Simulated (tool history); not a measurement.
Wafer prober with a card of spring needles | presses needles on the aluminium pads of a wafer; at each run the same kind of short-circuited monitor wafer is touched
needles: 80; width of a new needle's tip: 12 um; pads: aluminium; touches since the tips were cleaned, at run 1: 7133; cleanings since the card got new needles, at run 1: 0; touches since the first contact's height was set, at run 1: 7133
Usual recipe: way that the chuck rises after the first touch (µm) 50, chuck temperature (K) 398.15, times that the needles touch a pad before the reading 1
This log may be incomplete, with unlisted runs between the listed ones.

run,hour,way that the chuck rises after the first touch (µm),chuck temperature (K),times that the needles touch a pad before the reading,touches since the tips were cleaned,cleanings since the card got new needles,touches since the first contact's height was set,resistance of one needle with its contact and lead (mohm),way that a needle slides on the pad (µm)
1,0,50,398.15,1,7133,0,7133,241,11.09
# hour 1.6: tips cleaned on abrasive film
# hour 16.3: tips cleaned on abrasive film
2,16.8,50,398.15,1,310,2,16392,244,11.07
# hour 30: tips cleaned on abrasive film
3,31.4,50,398.15,1,783,3,24467,240,11.14
# hour 44.3: tips cleaned on abrasive film
4,53,50,398.15,1,4863,4,36409,240,11.1
# hour 58.2: tips cleaned on abrasive film
5,63.7,50,346.15,1,3089,5,42308,230,11.17
# hour 71.9: tips cleaned on abrasive film
# hour 85.5: tips cleaned on abrasive film
6,85.5,36,398.15,1,0,7,54331,250,8.07
# hour 99.6: tips cleaned on abrasive film
7,99.6,33,398.15,1,0,8,62120,251,7.35
# hour 114.1: tips cleaned on abrasive film
8,115,33,398.15,1,488,9,70646,253,7.35
# hour 127.7: tips cleaned on abrasive film
9,129.4,50,398.15,1,894,10,78569,241,11.2
# hour 142.4: tips cleaned on abrasive film
10,148.2,50,398.15,1,3266,11,89019,242,11.17
# hour 157.5: tips cleaned on abrasive film
11,161.2,50,398.15,1,2079,12,96198,241,11.25
# hour 171.9: tips cleaned on abrasive film
12,172.2,50,398.15,1,162,13,102226,245,11.22
# hour 185.8: tips cleaned on abrasive film
13,189.4,50,398.15,1,2033,14,111786,240,11.23
# hour 199.2: tips cleaned on abrasive film
14,199.8,50,398.15,1,342,15,117478,242,11.27
15,211.2,50,314.15,2,6692,15,123828,219,11.24
# hour 214.2: tips cleaned on abrasive film
# hour 227.9: tips cleaned on abrasive film
16,228.7,50,314.15,2,407,17,133454,219,11.22
# hour 241.4: tips cleaned on abrasive film
17,245.1,52,304.15,2,2066,18,142549,218,11.78
# hour 254.9: tips cleaned on abrasive film
18,263.9,50,335.15,1,5001,19,152944,223,11.29
# hour 268.6: tips cleaned on abrasive film
19,275.5,50,398.15,1,3878,20,159369,235,11.26
# hour 282.4: tips cleaned on abrasive film
# hour 297.2: tips cleaned on abrasive film
20,298.7,50,398.15,1,840,22,172154,242,11.32
# hour 310.8: tips cleaned on abrasive film
21,310.8,31,398.15,1,0,23,178813,251,7.08
# hour 316.2: gauge calibrated
# hour 324.4: tips cleaned on abrasive film
22,333.6,31,398.15,1,5107,24,191464,252,6.87
# hour 338.8: tips cleaned on abrasive film
23,347.9,50,310.15,3,5080,25,199381,220,11.14
# hour 354.2: tips cleaned on abrasive film
24,361.6,50,310.15,3,4152,26,206947,221,11.09
# hour 367.6: tips cleaned on abrasive film
25,375.6,35,301.15,2,4481,27,214685,226,7.77
# hour 381: tips cleaned on abrasive film
26,390.3,32,398.15,2,5200,28,222812,251,7.11
# hour 394.4: tips cleaned on abrasive film
# hour 408.4: tips cleaned on abrasive film
27,415.2,39,344.15,3,3773,30,236549,229,8.63
# hour 420.7: height of the first contact set anew
# hour 423: tips cleaned on abrasive film
28,434.7,39,305.15,3,6511,31,7751,223,8.73

Consider 4 possible next runs. They are alternatives, not a sequence: every one starts from the tool as it was left by run 28. What does each give?
# hour 436.7: tips cleaned on abrasive film
# hour 451.3: tips cleaned on abrasive film
A,457.4,50,398.15,2,3406,33,20274,?,?
# hour 436.7: tips cleaned on abrasive film
# hour 451.3: tips cleaned on abrasive film
B,457.4,39,336.15,3,3406,33,20274,?,?
# hour 436.7: tips cleaned on abrasive film
# hour 451.3: tips cleaned on abrasive film
C,457.4,68,398.15,3,3406,33,20274,?,?
# hour 436.7: tips cleaned on abrasive film
# hour 451.3: tips cleaned on abrasive film
D,457.4,31,326.15,1,3406,33,20274,?,?

run,resistance of one needle with its contact and lead (mohm),way that a needle slides on the pad (µm)
A,245,11.16
B,230,8.73
C,237,15.28
D,231,6.97
The same runs, with their run-to-run variation unchanged, on a tool lacking any hidden condition would have given:
run,resistance of one needle with its contact and lead (mohm),way that a needle slides on the pad (µm)
A,245,11.06
B,230,8.65
C,237,15.14
D,231,6.91
